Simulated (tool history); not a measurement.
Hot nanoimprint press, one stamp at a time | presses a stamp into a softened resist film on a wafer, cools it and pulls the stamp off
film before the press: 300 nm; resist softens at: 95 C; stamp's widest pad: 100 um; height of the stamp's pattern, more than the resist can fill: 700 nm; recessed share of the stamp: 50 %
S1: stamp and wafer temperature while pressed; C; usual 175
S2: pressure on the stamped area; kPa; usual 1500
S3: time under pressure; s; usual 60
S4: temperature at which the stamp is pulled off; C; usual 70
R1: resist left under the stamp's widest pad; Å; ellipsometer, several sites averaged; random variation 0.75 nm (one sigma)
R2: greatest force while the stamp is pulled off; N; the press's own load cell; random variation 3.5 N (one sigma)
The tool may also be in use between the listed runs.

| run | hour | S1 | S2 | S3 | S4 | R1 | R2 |
|---|---|---|---|---|---|---|---|
| 1 | 0.0 | 175 | 1500 | 60 | 70 | 1465 | 178 |
| 2 | 7.0 | 175 | 1500 | 41 | 70 | 1659 | 180 |
| 3 | 12.0 | 175 | 1500 | 41 | 70 | 1645 | 177 |
| 4 | 17.7 | 175 | 1500 | 41 | 70 | 1648 | 178 |
| 5 | 23.0 | 175 | 1500 | 41 | 70 | 1672 | 184 |
| 6 | 29.8 | 175 | 1500 | 41 | 70 | 1652 | 173 |
| 7 | 39.2 | 181 | 1160 | 39 | 70 | 1678 | 173 |
| 8 | 44.1 | 175 | 1760 | 38 | 70 | 1564 | 178 |
| 9 | 49.3 | 175 | 1760 | 38 | 70 | 1572 | 176 |
| 10 | 57.0 | 179 | 1400 | 86 | 70 | 1249 | 180 |

Forecast each of these 4 alternatives for the next run:
| A | 65.3 | 175 | 950 | 60 | 70 | ? | ? |
| B | 65.3 | 175 | 1760 | 60 | 56 | ? | ? |
| C | 65.3 | 179 | 1810 | 86 | 70 | ? | ? |
| D | 65.3 | 179 | 1400 | 39 | 70 | ? | ? |

| run | R1 | R2 |
|---|---|---|
| A | 1856 | 181 |
| B | 1366 | 242 |
| C | 1063 | 182 |
| D | 1591 | 182 |
Without the tool's hidden state the same runs would have given:
| run | R1 | R2 |
|---|---|---|
| A | 1849 | 180 |
| B | 1361 | 241 |
| C | 1059 | 181 |
| D | 1585 | 181 |
